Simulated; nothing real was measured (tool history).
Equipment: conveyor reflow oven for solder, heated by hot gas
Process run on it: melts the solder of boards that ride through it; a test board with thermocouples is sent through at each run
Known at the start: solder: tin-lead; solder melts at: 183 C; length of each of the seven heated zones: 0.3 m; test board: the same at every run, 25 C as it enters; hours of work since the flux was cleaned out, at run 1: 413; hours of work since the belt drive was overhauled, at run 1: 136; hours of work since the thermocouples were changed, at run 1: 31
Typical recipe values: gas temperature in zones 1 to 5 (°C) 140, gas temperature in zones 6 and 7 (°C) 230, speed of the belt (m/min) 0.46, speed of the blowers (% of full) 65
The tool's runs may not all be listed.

run,day,gas temperature in zones 1 to 5 (°C),gas temperature in zones 6 and 7 (°C),speed of the belt (m/min),speed of the blowers (% of full),hours of work since the flux was cleaned out,hours of work since the belt drive was overhauled,hours of work since the thermocouples were changed,highest temperature of the board (°C),time above the solder's melting point (s)
1,0,140,230,0.46,65,413,136,31,211.5,53.5
2,0.317,140,230,0.46,65,419,141,37,211.4,53.6
3,0.608,140,230,0.46,65,425,147,42,211.3,53.4
4,1.008,140,230,0.46,65,432,154,50,211.3,53.7
5,1.271,140,230,0.46,65,437,159,54,211.4,53.7
# day 1.525: flux residue cleaned out of gas plates and filters
6,2.046,140,230,0.46,65,10,169,65,210.4,52.5
7,2.362,140,230,0.46,65,15,175,71,210.1,52.4
8,2.908,140,230,0.46,65,25,185,81,210.2,52.5
# day 3.383: flux residue cleaned out of gas plates and filters, once more
9,3.717,140,230,0.46,65,6,196,92,212.3,55.1
10,4.254,140,230,0.413,65,16,206,101,215.6,65.3
11,4.775,140,230,0.413,65,26,215,111,215.6,65.4
12,5.204,140,238,0.413,65,33,223,119,222.7,71
13,5.45,140,238,0.413,65,38,228,123,222.6,71
14,5.788,140,238,0.413,65,44,234,129,222.3,70.9
15,6.25,140,238,0.413,65,53,242,138,222.7,71.1
16,6.496,151,222,0.46,65,57,247,142,207.7,55.3
17,7.083,125,243,0.46,55,68,258,153,216,52.4
18,7.329,148,243,0.46,61,72,262,158,223.3,67
19,7.662,148,238,0.46,61,78,268,164,219.2,63.8
20,8.121,148,228,0.46,61,87,277,172,210.9,56.7
21,8.479,153,228,0.46,71,93,283,179,214.2,62.8
22,9.004,128,230,0.46,59,103,293,188,207.4,45.2
23,9.362,145,230,0.43,61,110,299,195,213.9,62.8
24,9.65,153,229,0.43,60,115,305,200,214,67.2
25,9.971,153,229,0.43,60,121,311,206,214.2,67.2
26,10.217,132,229,0.518,77,125,315,210,208.7,42.8
27,10.8,134,236,0.466,69,136,326,221,216.5,55.7
28,11.108,136,221,0.546,89,141,331,227,204.1,37.9
29,11.658,136,221,0.546,89,152,341,237,203.9,37.7
30,11.992,136,221,0.546,89,158,348,243,203.7,37.7

Pick out some run-to-run changes in highest temperature of the board (°C). Of each, how much would a tool without hidden state show as well, from the settings, what came in and chance, and how much is left for the hidden state and any gauge scatter not in both results compared?
Unlogged tool condition in this case: heat that the gas passes to the board, % of a clean oven's; belt's true speed, % of the reading; true gas temperature in zones 6 and 7 over the reading, C; drift of the gauge itself on peak_c, C; drift of the gauge itself on liquid_s, %.
Run 5 -> 6: flux residue cleaned out of gas plates and filters. highest temperature of the board (°C) -1: hidden state -0.8, all else -0.2.
Run 8 -> 9: flux residue cleaned out of gas plates and filters, once more. highest temperature of the board (°C) +2.1: hidden state +2.1, all else +0.
Run 15 -> 16: gas temperature in zones 1 to 5 (°C) 140 -> 151, gas temperature in zones 6 and 7 (°C) 238 -> 222, speed of the belt (m/min) 0.413 -> 0.46. highest temperature of the board (°C) -15: hidden state -0.1, all else -14.9.
Run 16 -> 17: gas temperature in zones 1 to 5 (°C) 151 -> 125, gas temperature in zones 6 and 7 (°C) 222 -> 243, speed of the blowers (% of full) 65 -> 55. highest temperature of the board (°C) +8.3: hidden state +0, all else +8.3.
Run 25 -> 26: gas temperature in zones 1 to 5 (°C) 153 -> 132, speed of the belt (m/min) 0.43 -> 0.518, speed of the blowers (% of full) 60 -> 77. highest temperature of the board (°C) -5.5: hidden state -0.2, all else -5.3.
Run 27 -> 28: gas temperature in zones 1 to 5 (°C) 134 -> 136, gas temperature in zones 6 and 7 (°C) 236 -> 221, speed of the belt (m/min) 0.466 -> 0.546, speed of the blowers (% of full) 69 -> 89. highest temperature of the board (°C) -12.4: hidden state -0.1, all else -12.3.
